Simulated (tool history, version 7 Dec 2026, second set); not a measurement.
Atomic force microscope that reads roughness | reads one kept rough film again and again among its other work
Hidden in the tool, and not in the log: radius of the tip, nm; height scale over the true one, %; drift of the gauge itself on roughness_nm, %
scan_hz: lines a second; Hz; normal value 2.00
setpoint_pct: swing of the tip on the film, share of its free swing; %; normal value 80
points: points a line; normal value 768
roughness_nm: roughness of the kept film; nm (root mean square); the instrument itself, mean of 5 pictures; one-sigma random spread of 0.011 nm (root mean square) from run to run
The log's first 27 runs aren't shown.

run    hour  scan_hz  setpoint_pct  points  pictures with this tip  hours of work since the height scale was calibrated  roughness_nm
 28  1452.1     1.34            80     285                     184                                                  514         2.096
     1477.6  -- new tip fitted
 29  1508.8     1.34            80     285                      29                                                  543         2.403
 30  1581.2     1.34            80     285                      97                                                  581         2.266
 31  1620.7     1.34            80     285                     135                                                  602         2.186
 32  1668.4     0.88            80     863                     180                                                  627         2.187
     1697.3  -- new tip fitted
 33  1707.7     0.88            80     470                       9                                                  647         2.557
 34  1747.1     1.60            80     768                      47                                                  667         2.387
 35  1822.1     1.60            80     768                     118                                                  707         2.232
 36  1875.6     2.00            87     750                     168                                                  735         2.069
     1919.3  -- new tip fitted
 37  1926.8     0.87            80     548                       7                                                  761         2.518
 38  1986.7     2.00            67     768                      63                                                  792         2.370
 39  2036.1     0.89            64     674                     110                                                  818         2.350
 40  2084.2     3.65            66     768                     156                                                  843         2.150
     2139.6  -- new tip fitted
 41  2139.6     1.74            80     881                       0                                                  872         2.479
 42  2185.0     0.81            80     264                      43                                                  896         2.407
 43  2246.8     0.81            80     264                     102                                                  928         2.290
 44  2305.6     0.67            68     314                     157                                                  959         2.223

Below are 4 alternative next runs, each starting from the tool's condition after run 44. Predict each:
  A  2352.4     1.05            60     785                     201                                                  983             ?
  B  2352.4     2.00            68     473                     201                                                  983             ?
  C  2352.4     2.00            67     333                     201                                                  983             ?
  D  2352.4     0.56            80     499                     201                                                  983             ?

run  roughness_nm
  A         2.193
  B         2.106
  C         2.106
  D         2.126
With the hidden condition removed and each run's random variation left untouched, the same runs would have given:
run  roughness_nm
  A         2.666
  B         2.559
  C         2.559
  D         2.585

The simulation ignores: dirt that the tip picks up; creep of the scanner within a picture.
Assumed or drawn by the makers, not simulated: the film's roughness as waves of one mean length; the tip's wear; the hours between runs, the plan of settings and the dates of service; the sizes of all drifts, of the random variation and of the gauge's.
